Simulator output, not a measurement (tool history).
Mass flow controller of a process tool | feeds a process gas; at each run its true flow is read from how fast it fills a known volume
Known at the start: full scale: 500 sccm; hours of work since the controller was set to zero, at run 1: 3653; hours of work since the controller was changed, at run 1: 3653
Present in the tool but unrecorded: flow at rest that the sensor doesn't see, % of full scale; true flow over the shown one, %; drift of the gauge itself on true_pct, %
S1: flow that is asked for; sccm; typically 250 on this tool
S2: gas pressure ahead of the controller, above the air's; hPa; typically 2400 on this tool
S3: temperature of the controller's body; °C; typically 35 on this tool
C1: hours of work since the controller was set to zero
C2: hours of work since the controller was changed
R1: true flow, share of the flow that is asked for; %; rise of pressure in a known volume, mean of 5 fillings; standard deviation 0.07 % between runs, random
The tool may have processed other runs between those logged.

run 1 hour=0 | S1=250 S2=2400 S3=35 | C1=3653 C2=3653 | R1=99.05
run 2 hour=186.6 | S1=199 S2=2400 S3=35 | C1=3745 C2=3745 | R1=98.68
run 3 hour=414.2 | S1=199 S2=2400 S3=35 | C1=3858 C2=3858 | R1=98.55
run 4 hour=698.4 | S1=250 S2=2400 S3=35 | C1=3998 C2=3998 | R1=98.72
run 5 hour=1004.5 | S1=250 S2=2400 S3=35 | C1=4150 C2=4150 | R1=98.5
run 6 hour=1205.1 | S1=189 S2=2400 S3=35 | C1=4249 C2=4249 | R1=98.12
run 7 hour=1430.1 | S1=189 S2=2400 S3=35 | C1=4361 C2=4361 | R1=97.83
run 8 hour=1708.1 | S1=189 S2=2400 S3=35 | C1=4498 C2=4498 | R1=97.69
run 9 hour=1844 | S1=189 S2=2400 S3=25 | C1=4565 C2=4565 | R1=97.38
-- hour=1945.4 controller's zero set anew
run 10 hour=2014.3 | S1=189 S2=2400 S3=25 | C1=34 C2=4649 | R1=97.28
run 11 hour=2304.2 | S1=189 S2=2400 S3=25 | C1=178 C2=4793 | R1=96.97
run 12 hour=2471.6 | S1=372 S2=2400 S3=25 | C1=260 C2=4876 | R1=98.03
run 13 hour=2757.7 | S1=88 S2=1440 S3=25 | C1=402 C2=5017 | R1=95.42
run 14 hour=2893.7 | S1=499 S2=1620 S3=25 | C1=469 C2=5084 | R1=98.1
run 15 hour=3044.9 | S1=499 S2=1620 S3=25 | C1=544 C2=5159 | R1=98.03
run 16 hour=3309.5 | S1=499 S2=1620 S3=25 | C1=675 C2=5290 | R1=97.75
run 17 hour=3607.8 | S1=250 S2=2190 S3=24 | C1=823 C2=5438 | R1=96.56
run 18 hour=3786.5 | S1=118 S2=2190 S3=24 | C1=911 C2=5526 | R1=95.54
run 19 hour=4064.5 | S1=182 S2=1930 S3=38 | C1=1049 C2=5664 | R1=96
run 20 hour=4215.4 | S1=182 S2=1930 S3=38 | C1=1123 C2=5738 | R1=96.12
run 21 hour=4419.9 | S1=51 S2=2510 S3=36 | C1=1224 C2=5840 | R1=95.44

Hidden state or all else? Some run-to-run changes of R1, split into what the settings, what came in and random variation would give without the hidden state, and what is left for the hidden state (with any gauge scatter that isn't in both results):
Run 4 -> 5: nothing adjusted, nothing logged. R1 -0.22 %: hidden state -0.17, all else -0.05.
Run 12 -> 13: S1 372 -> 88, S2 2400 -> 1440. R1 -2.61 %: hidden state -0.12, all else -2.49.
Run 13 -> 14: S1 88 -> 499, S2 1440 -> 1620. R1 +2.68 %: hidden state -0.12, all else +2.8.
Run 18 -> 19: S1 118 -> 182, S2 2190 -> 1930, S3 24 -> 38. R1 +0.46 %: hidden state -0.17, all else +0.63.
